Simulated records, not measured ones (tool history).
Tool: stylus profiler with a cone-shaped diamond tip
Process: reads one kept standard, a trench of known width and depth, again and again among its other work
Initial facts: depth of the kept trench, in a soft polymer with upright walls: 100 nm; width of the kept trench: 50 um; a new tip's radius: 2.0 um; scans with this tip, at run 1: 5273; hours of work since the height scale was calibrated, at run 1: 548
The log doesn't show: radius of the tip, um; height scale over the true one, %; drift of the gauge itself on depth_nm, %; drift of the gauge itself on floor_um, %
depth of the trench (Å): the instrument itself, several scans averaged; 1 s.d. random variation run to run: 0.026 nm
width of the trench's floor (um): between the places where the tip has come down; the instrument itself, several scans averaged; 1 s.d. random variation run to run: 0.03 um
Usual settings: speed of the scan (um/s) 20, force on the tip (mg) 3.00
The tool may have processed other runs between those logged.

| run | hour | speed of the scan (um/s) | force on the tip (mg) | scans with this tip | hours of work since the height scale was calibrated | depth of the trench (Å) | width of the trench's floor (um) |
|---|---|---|---|---|---|---|---|
| 1 | 0.0 | 20 | 3.00 | 5273 | 548 | 1019.4 | 48.64 |
| 2 | 25.6 | 16 | 3.00 | 5394 | 561 | 1019.8 | 48.68 |
| 3 | 46.3 | 20 | 4.72 | 5491 | 571 | 1026.8 | 48.71 |
| 4 | 74.5 | 20 | 4.72 | 5624 | 585 | 1027.2 | 48.69 |
| 5 | 96.1 | 20 | 4.72 | 5726 | 595 | 1027.0 | 48.72 |
| 6 | 114.2 | 41 | 3.00 | 5811 | 604 | 1019.9 | 48.62 |
| 7 | 140.4 | 41 | 3.00 | 5935 | 617 | 1020.3 | 48.58 |
| 8 | 161.0 | 20 | 5.02 | 6032 | 627 | 1028.2 | 48.73 |
| 9 | 176.2 | 20 | 5.02 | 6103 | 634 | 1028.0 | 48.71 |
| 10 | 200.7 | 20 | 5.02 | 6219 | 646 | 1027.8 | 48.72 |
| 11 | 223.1 | 20 | 5.26 | 6324 | 657 | 1029.5 | 48.67 |
| 12 | 238.0 | 20 | 5.26 | 6394 | 665 | 1028.8 | 48.71 |
| 13 | 259.1 | 20 | 5.26 | 6494 | 675 | 1028.9 | 48.67 |
| 14 | 283.6 | 20 | 8.03 | 6610 | 687 | 1038.6 | 48.68 |
| 15 | 304.2 | 20 | 7.78 | 6707 | 697 | 1037.4 | 48.67 |
| 16 | 331.0 | 20 | 7.78 | 6833 | 710 | 1038.1 | 48.68 |
| 17 | 347.6 | 20 | 7.78 | 6911 | 718 | 1037.5 | 48.73 |
| 18 | 366.1 | 20 | 7.78 | 6998 | 728 | 1037.8 | 48.67 |
| 19 | 381.7 | 20 | 7.78 | 7072 | 735 | 1037.4 | 48.69 |
| 20 | 407.0 | 20 | 7.78 | 7191 | 748 | 1037.7 | 48.76 |
| 21 | 421.3 | 20 | 7.78 | 7258 | 755 | 1037.5 | 48.74 |
| 22 | 443.6 | 20 | 3.00 | 7363 | 765 | 1019.9 | 48.69 |
| 23 | 466.1 | 20 | 1.71 | 7469 | 776 | 1013.7 | 48.66 |
| 24 | 484.3 | 20 | 4.08 | 7555 | 785 | 1024.6 | 48.67 |
| 25 | 501.1 | 26 | 1.65 | 7634 | 794 | 1013.5 | 48.62 |
| 26 | 518.7 | 26 | 1.65 | 7717 | 802 | 1013.2 | 48.61 |
| 27 | 537.5 | 20 | 6.17 | 7806 | 811 | 1032.2 | 48.73 |
| 28 | 555.6 | 20 | 5.55 | 7891 | 820 | 1029.9 | 48.73 |
| 29 | 573.4 | 5 | 4.33 | 7975 | 829 | 1025.3 | 48.76 |
| 30 | 591.4 | 69 | 1.21 | 8060 | 838 | 1011.0 | 48.34 |
| 31 | 605.1 | 69 | 1.21 | 8124 | 845 | 1010.3 | 48.35 |
| 32 | 627.2 | 44 | 1.46 | 8228 | 855 | 1012.4 | 48.49 |
| 33 | 646.2 | 15 | 5.57 | 8318 | 865 | 1030.3 | 48.73 |
| 34 | 659.0 | 20 | 7.66 | 8378 | 871 | 1037.4 | 48.74 |
| 35 | 680.2 | 25 | 6.85 | 8478 | 881 | 1034.4 | 48.71 |
| 36 | 706.6 | 10 | 1.41 | 8603 | 894 | 1012.3 | 48.70 |
| 37 | 732.5 | 10 | 1.41 | 8725 | 907 | 1011.8 | 48.72 |
| 38 | 759.0 | 10 | 1.41 | 8849 | 920 | 1011.6 | 48.67 |
| 39 | 773.2 | 10 | 3.00 | 8916 | 927 | 1020.1 | 48.66 |
| 40 | 799.8 | 58 | 1.28 | 9042 | 940 | 1011.5 | 48.46 |
| 41 | 828.0 | 12 | 8.17 | 9174 | 954 | 1038.6 | 48.72 |
| 42 | 848.6 | 48 | 1.22 | 9272 | 964 | 1010.7 | 48.45 |
| 43 | 875.8 | 9 | 2.07 | 9400 | 977 | 1015.5 | 48.69 |
| 44 | 890.0 | 10 | 3.00 | 9467 | 984 | 1020.3 | 48.75 |
|  | 893.1 | height scale calibrated on a step standard |
| 45 | 918.9 | 10 | 3.00 | 9600 | 13 | 1020.1 | 48.70 |
| 46 | 941.0 | 10 | 3.00 | 9705 | 23 | 1020.4 | 48.77 |
| 47 | 954.9 | 53 | 3.00 | 9770 | 30 | 1019.9 | 48.55 |

How the hidden state differs across the entries between the runs, from the last listed run before each to the first after it:
From run 44 to run 45: height scale calibrated on a step standard (hour 893.1)
  height scale over the true one, %: -0.003 -> 0

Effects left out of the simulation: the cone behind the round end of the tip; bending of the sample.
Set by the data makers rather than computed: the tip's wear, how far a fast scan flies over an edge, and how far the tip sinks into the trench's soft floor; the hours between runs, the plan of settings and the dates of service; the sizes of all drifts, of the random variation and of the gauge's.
